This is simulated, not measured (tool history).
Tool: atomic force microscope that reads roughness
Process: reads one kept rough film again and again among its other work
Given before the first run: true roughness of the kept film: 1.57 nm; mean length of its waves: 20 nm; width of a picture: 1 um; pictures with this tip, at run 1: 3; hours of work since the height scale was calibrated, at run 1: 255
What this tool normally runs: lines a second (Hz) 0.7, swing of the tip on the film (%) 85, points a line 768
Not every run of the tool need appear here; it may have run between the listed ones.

run	hour	lines a second (Hz)	swing of the tip on the film (%)	points a line	pictures with this tip	hours of work since the height scale was calibrated	roughness of the kept film (nm (root mean square))
1	0	0.7	85	768	3	255	1.358
2	35.1	0.7	85	768	40	270	1.297
3	97	0.7	79	768	105	295	1.201
4	124.3	0.7	79	768	134	306	1.166
# hour 160.8: new tip fitted
5	184	0.7	85	701	24	330	1.341
6	243.5	0.7	84	768	87	354	1.227
7	282.3	0.7	84	768	127	370	1.18
# hour 325.1: new tip fitted
8	331.1	0.7	85	768	6	389	1.367
9	380.1	0.7	76	405	57	409	1.276
10	416.9	0.647	67	305	96	424	1.225
11	481.4	0.7	82	551	163	451	1.13
# hour 492.6: new tip fitted
12	523.3	0.7	56	782	32	467	1.342
13	580.7	0.7	80	363	92	491	1.2
14	608.7	0.7	80	363	121	502	1.189
15	638.2	0.772	80	363	152	514	1.134
# hour 659: new tip fitted
16	686.4	2.229	80	994	29	533	1.266

5 ways to go on from here, each from the tool as it stands after run 16. What would each give?
A	727.5	2.478	85	768	72	550	?
B	727.5	3.728	88	265	72	550	?
C	727.5	0.657	84	833	72	550	?
D	727.5	3.389	87	333	72	550	?
E	727.5	2.763	56	362	72	550	?

run	roughness of the kept film (nm (root mean square))
A	1.16
B	1.059
C	1.265
D	1.099
E	1.245
With no hidden state in the tool, these same runs would have given:
run	roughness of the kept film (nm (root mean square))
A	1.271
B	1.16
C	1.384
D	1.203
E	1.363
